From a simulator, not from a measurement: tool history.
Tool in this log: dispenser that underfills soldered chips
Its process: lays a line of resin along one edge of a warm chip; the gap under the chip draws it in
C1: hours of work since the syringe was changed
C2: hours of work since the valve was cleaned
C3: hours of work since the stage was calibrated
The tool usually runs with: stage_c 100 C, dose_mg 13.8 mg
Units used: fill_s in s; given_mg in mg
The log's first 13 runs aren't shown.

{"hour": 115.7, "done": "new syringe of resin"}
{"run": 14, "hour": 121.9, "stage_c": 97, "dose_mg": 13.8, "C1": 4, "C2": 10, "C3": 250, "fill_s": 226.4, "given_mg": 13.72}
{"hour": 125.2, "done": "new syringe of resin"}
{"run": 15, "hour": 129.3, "stage_c": 97, "dose_mg": 13.8, "C1": 3, "C2": 15, "C3": 256, "fill_s": 212.9, "given_mg": 13.65}
{"hour": 134.7, "done": "new syringe of resin"}
{"run": 16, "hour": 141.1, "stage_c": 97, "dose_mg": 13.8, "C1": 5, "C2": 23, "C3": 264, "fill_s": 227.9, "given_mg": 13.69}
{"hour": 144.5, "done": "new syringe of resin"}
{"run": 17, "hour": 152.7, "stage_c": 97, "dose_mg": 13.8, "C1": 6, "C2": 31, "C3": 272, "fill_s": 245.1, "given_mg": 13.61}
{"hour": 154.0, "done": "new syringe of resin"}
{"run": 18, "hour": 160.9, "stage_c": 97, "dose_mg": 13.8, "C1": 5, "C2": 37, "C3": 277, "fill_s": 239.9, "given_mg": 13.56}
{"hour": 163.9, "done": "new syringe of resin"}
{"hour": 167.9, "done": "dispensing valve cleaned and set on the balance"}
{"run": 19, "hour": 167.9, "stage_c": 101, "dose_mg": 16.0, "C1": 2, "C2": 0, "C3": 281, "fill_s": 172.6, "given_mg": 16.0}
{"run": 20, "hour": 173.0, "stage_c": 101, "dose_mg": 16.0, "C1": 6, "C2": 4, "C3": 285, "fill_s": 210.4, "given_mg": 15.99}
{"hour": 175.1, "done": "new syringe of resin"}
{"run": 21, "hour": 184.2, "stage_c": 86, "dose_mg": 11.9, "C1": 6, "C2": 11, "C3": 293, "fill_s": 423.5, "given_mg": 11.86}
{"hour": 185.4, "done": "new syringe of resin"}
{"run": 22, "hour": 192.7, "stage_c": 100, "dose_mg": 14.3, "C1": 5, "C2": 17, "C3": 299, "fill_s": 204.9, "given_mg": 14.2}
{"hour": 194.8, "done": "new syringe of resin"}
{"run": 23, "hour": 199.7, "stage_c": 100, "dose_mg": 14.3, "C1": 3, "C2": 22, "C3": 304, "fill_s": 189.4, "given_mg": 14.19}
{"hour": 204.8, "done": "new syringe of resin"}
{"run": 24, "hour": 207.3, "stage_c": 113, "dose_mg": 16.1, "C1": 2, "C2": 27, "C3": 309, "fill_s": 105.8, "given_mg": 15.96}
{"run": 25, "hour": 213.3, "stage_c": 94, "dose_mg": 12.2, "C1": 6, "C2": 32, "C3": 313, "fill_s": 290.4, "given_mg": 12.04}
{"hour": 214.3, "done": "new syringe of resin"}
{"run": 26, "hour": 222.8, "stage_c": 104, "dose_mg": 16.3, "C1": 6, "C2": 38, "C3": 320, "fill_s": 191.5, "given_mg": 16.08}
{"hour": 224.2, "done": "new syringe of resin"}
{"hour": 228.6, "done": "dispensing valve cleaned and set on the balance"}
{"hour": 235.0, "done": "new syringe of resin"}
{"run": 27, "hour": 235.0, "stage_c": 104, "dose_mg": 13.1, "C1": 0, "C2": 4, "C3": 327, "fill_s": 135.3, "given_mg": 13.1}
{"run": 28, "hour": 241.8, "stage_c": 104, "dose_mg": 15.2, "C1": 5, "C2": 9, "C3": 332, "fill_s": 181.3, "given_mg": 15.16}
{"hour": 244.4, "done": "new syringe of resin"}
{"run": 29, "hour": 251.7, "stage_c": 85, "dose_mg": 15.9, "C1": 5, "C2": 16, "C3": 339, "fill_s": 391.8, "given_mg": 15.8}
{"hour": 254.5, "done": "new syringe of resin"}
{"hour": 264.3, "done": "new syringe of resin"}
{"run": 30, "hour": 264.3, "stage_c": 85, "dose_mg": 15.9, "C1": 0, "C2": 25, "C3": 347, "fill_s": 297.8, "given_mg": 15.72}
{"hour": 273.9, "done": "new syringe of resin"}
{"run": 31, "hour": 275.8, "stage_c": 102, "dose_mg": 16.3, "C1": 1, "C2": 33, "C3": 355, "fill_s": 154.5, "given_mg": 16.1}
{"run": 32, "hour": 282.3, "stage_c": 91, "dose_mg": 15.3, "C1": 6, "C2": 37, "C3": 360, "fill_s": 312.0, "given_mg": 15.11}
{"hour": 283.5, "done": "new syringe of resin"}
{"hour": 289.1, "done": "dispensing valve cleaned and set on the balance"}
{"run": 33, "hour": 289.9, "stage_c": 99, "dose_mg": 11.8, "C1": 4, "C2": 1, "C3": 365, "fill_s": 209.6, "given_mg": 11.76}
{"hour": 294.7, "done": "new syringe of resin"}
{"run": 34, "hour": 302.0, "stage_c": 108, "dose_mg": 16.1, "C1": 5, "C2": 9, "C3": 373, "fill_s": 161.1, "given_mg": 16.02}

Predict each of these 3 candidate next runs independently; none follows another, all start after run 34:
{"hour": 305.0, "done": "new syringe of resin"}
{"run": "A", "hour": 312.1, "stage_c": 86, "dose_mg": 13.8, "C1": 5, "C2": 16, "C3": 380, "fill_s": "?", "given_mg": "?"}
{"hour": 305.0, "done": "new syringe of resin"}
{"run": "B", "hour": 312.1, "stage_c": 87, "dose_mg": 13.4, "C1": 5, "C2": 16, "C3": 380, "fill_s": "?", "given_mg": "?"}
{"hour": 305.0, "done": "new syringe of resin"}
{"run": "C", "hour": 312.1, "stage_c": 100, "dose_mg": 17.4, "C1": 5, "C2": 16, "C3": 380, "fill_s": "?", "given_mg": "?"}

run=A fill_s=390.4 given_mg=13.67
run=B fill_s=374.3 given_mg=13.30
run=C fill_s=213.1 given_mg=17.21
With no hidden state in the tool, these same runs would have given:
run=A fill_s=274.1 given_mg=13.80
run=B fill_s=262.7 given_mg=13.42
run=C fill_s=150.3 given_mg=17.38

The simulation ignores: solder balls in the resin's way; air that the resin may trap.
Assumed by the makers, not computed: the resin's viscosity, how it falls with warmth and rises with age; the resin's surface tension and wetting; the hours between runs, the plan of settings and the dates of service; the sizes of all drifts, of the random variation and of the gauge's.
